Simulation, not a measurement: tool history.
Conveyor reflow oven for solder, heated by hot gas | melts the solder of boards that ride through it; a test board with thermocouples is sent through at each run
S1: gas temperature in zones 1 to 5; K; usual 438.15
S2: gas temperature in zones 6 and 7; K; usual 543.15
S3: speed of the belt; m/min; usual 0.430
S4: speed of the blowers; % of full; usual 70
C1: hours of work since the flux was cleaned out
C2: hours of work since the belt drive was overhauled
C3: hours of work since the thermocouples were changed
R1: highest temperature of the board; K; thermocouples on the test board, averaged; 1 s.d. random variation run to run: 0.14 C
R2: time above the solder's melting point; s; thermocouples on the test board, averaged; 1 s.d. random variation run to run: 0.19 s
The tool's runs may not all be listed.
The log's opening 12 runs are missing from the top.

run   hour      S1      S2     S3  S4   C1   C2   C3      R1    R2
 13   89.4  438.15  543.15  0.344  70  147  222  505  533.45  98.2
 14   93.8  438.15  543.15  0.344  70  149  224  507  533.55  97.5
 15  100.8  438.15  543.15  0.344  70  153  227  510  533.25  97.7
 16  106.5  438.15  543.15  0.344  70  155  230  513  533.15  97.7
 17  111.3  432.15  540.15  0.442  70  157  232  515  522.55  62.4
 18  120.7  438.15  543.15  0.375  70  162  236  519  531.15  86.9
 19  127.3  438.15  543.15  0.502  77  165  239  522  522.95  56.2
 20  135.0  438.15  538.15  0.502  71  168  243  526  517.55  50.9
 21  140.4  424.15  543.15  0.433  64  170  245  528  523.25  61.5
     143.4  -- thermocouples of zones 6 and 7 changed
 22  152.1  438.15  536.15  0.430  70  175  250    4  520.85  65.4
     160.9  -- flux residue cleaned out of gas plates and filters
 23  163.5  438.15  536.15  0.430  70    1  253    7  520.85  65.4
 24  170.9  433.15  533.15  0.481  59    5  256   10  511.05  43.8
 25  181.3  453.15  535.15  0.350  62    9  261   15  525.95  97.0
 26  187.2  433.15  531.15  0.342  67   12  263   18  521.45  84.7
 27  194.1  436.15  533.15  0.348  54   15  266   21  520.95  82.2
 28  202.2  444.15  535.15  0.391  74   19  270   24  524.25  79.7
 29  206.9  438.15  540.15  0.411  67   21  272   27  525.25  73.2
 30  215.8  438.15  543.15  0.447  70   25  276   31  525.85  66.8

Here are 5 independent what-if runs from the current tool condition. What would each one return?
  A  226.6  438.15  543.15  0.430  59  30  281  35   ?   ?
  B  226.6  424.15  543.15  0.430  73  30  281  35   ?   ?
  C  226.6  451.15  543.15  0.447  72  30  281  35   ?   ?
  D  226.6  435.15  552.15  0.464  70  30  281  35   ?   ?
  E  226.6  438.15  543.15  0.430  71  30  281  35   ?   ?

run      R1    R2
  A  524.85  68.1
  B  525.35  64.8
  C  528.35  74.6
  D  531.85  67.8
  E  527.35  71.6
Stripped of hidden state, with their random variation kept, the same runs would have yielded:
run      R1    R2
  A  524.85  68.1
  B  525.35  64.8
  C  528.35  74.6
  D  531.85  67.8
  E  527.35  71.5
